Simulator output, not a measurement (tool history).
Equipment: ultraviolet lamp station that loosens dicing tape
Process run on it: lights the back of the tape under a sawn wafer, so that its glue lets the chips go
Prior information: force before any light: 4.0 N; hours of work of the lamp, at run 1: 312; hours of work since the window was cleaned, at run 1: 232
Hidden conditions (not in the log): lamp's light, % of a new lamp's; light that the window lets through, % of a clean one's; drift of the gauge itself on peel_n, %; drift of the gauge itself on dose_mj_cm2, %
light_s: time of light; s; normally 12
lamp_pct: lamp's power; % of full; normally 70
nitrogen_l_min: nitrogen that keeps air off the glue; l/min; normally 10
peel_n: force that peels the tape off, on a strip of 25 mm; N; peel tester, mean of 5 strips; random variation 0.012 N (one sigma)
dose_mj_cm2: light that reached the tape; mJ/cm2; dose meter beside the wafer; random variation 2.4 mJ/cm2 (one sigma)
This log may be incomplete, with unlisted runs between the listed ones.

run  hour  light_s  lamp_pct  nitrogen_l_min  hours of work of the lamp  hours of work since the window was cleaned  peel_n  dose_mj_cm2
  1     0       12        70              10                        312                                         232   0.696          238
  2   8.5       12        70              10                        319                                         239   0.727          234
  3  15.2       12        70              10                        324                                         244   0.706          234
  4  25.4        7        70              10                        332                                         251   1.467          137
  5  32.5        7        70              10                        337                                         257   1.421          136
  6  38.5        6        70               4                        342                                         261   2.192          118
  7  45.8       12        70               5                        347                                         267   1.093          231
       54  -- window cleaned of glue's vapour
  8  54.7       23        79               9                        354                                           1   0.133          539
  9  64.1       11        70               5                        361                                           8   1.073          229
 10    76       10        70               4                        370                                          17   1.313          209

3 options for the next run, each taken on its own from the tool as it stands now. Forecast them:
  A  82.5       24        79               4                        375                                          22       ?            ?
  B  82.5       12        70              10                        375                                          22       ?            ?
  C  82.5       12        70              16                        375                                          22       ?            ?

run  peel_n  dose_mj_cm2
  A   0.256          561
  B   0.634          249
  C   0.471          245
Stripped of hidden state, with their random variation kept, the same runs would have yielded:
run  peel_n  dose_mj_cm2
  A   0.199          631
  B   0.514          280
  C   0.372          275
